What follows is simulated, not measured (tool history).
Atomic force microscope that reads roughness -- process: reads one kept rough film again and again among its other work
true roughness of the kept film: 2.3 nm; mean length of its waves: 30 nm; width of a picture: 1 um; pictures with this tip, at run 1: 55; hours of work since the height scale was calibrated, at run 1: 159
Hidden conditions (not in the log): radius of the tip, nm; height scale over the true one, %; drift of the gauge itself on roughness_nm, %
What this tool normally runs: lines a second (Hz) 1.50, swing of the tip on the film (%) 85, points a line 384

run,hour,lines a second (Hz),swing of the tip on the film (%),points a line,pictures with this tip,hours of work since the height scale was calibrated,roughness of the kept film (nm (root mean square))
1,0.0,1.50,85,384,55,159,1.895
2,5.9,1.50,85,384,66,163,1.905
3,14.7,0.65,85,384,81,169,2.026
4,22.4,0.95,85,384,95,175,1.983
5,28.5,0.95,85,384,105,179,1.969
6,34.5,1.93,85,384,116,183,1.837
7,41.5,1.38,71,403,128,188,2.025
# hour 43.9: new tip fitted
8,49.0,2.00,71,403,9,193,1.984
9,56.4,1.50,62,926,22,198,2.068
10,63.7,1.50,87,384,34,203,1.890
11,71.8,2.58,83,711,49,208,1.803
12,79.9,2.58,83,711,63,214,1.804

Forecast each of these 4 alternatives for the next run:
A,87.3,2.58,80,1016,76,219,?
B,87.3,1.26,63,711,76,219,?
C,87.3,2.58,82,594,76,219,?
D,87.3,3.91,72,676,76,219,?

run,roughness of the kept film (nm (root mean square))
A,1.844
B,2.080
C,1.809
D,1.864
What these runs would have given with no unlogged condition in the tool:
run,roughness of the kept film (nm (root mean square))
A,1.847
B,2.083
C,1.812
D,1.867

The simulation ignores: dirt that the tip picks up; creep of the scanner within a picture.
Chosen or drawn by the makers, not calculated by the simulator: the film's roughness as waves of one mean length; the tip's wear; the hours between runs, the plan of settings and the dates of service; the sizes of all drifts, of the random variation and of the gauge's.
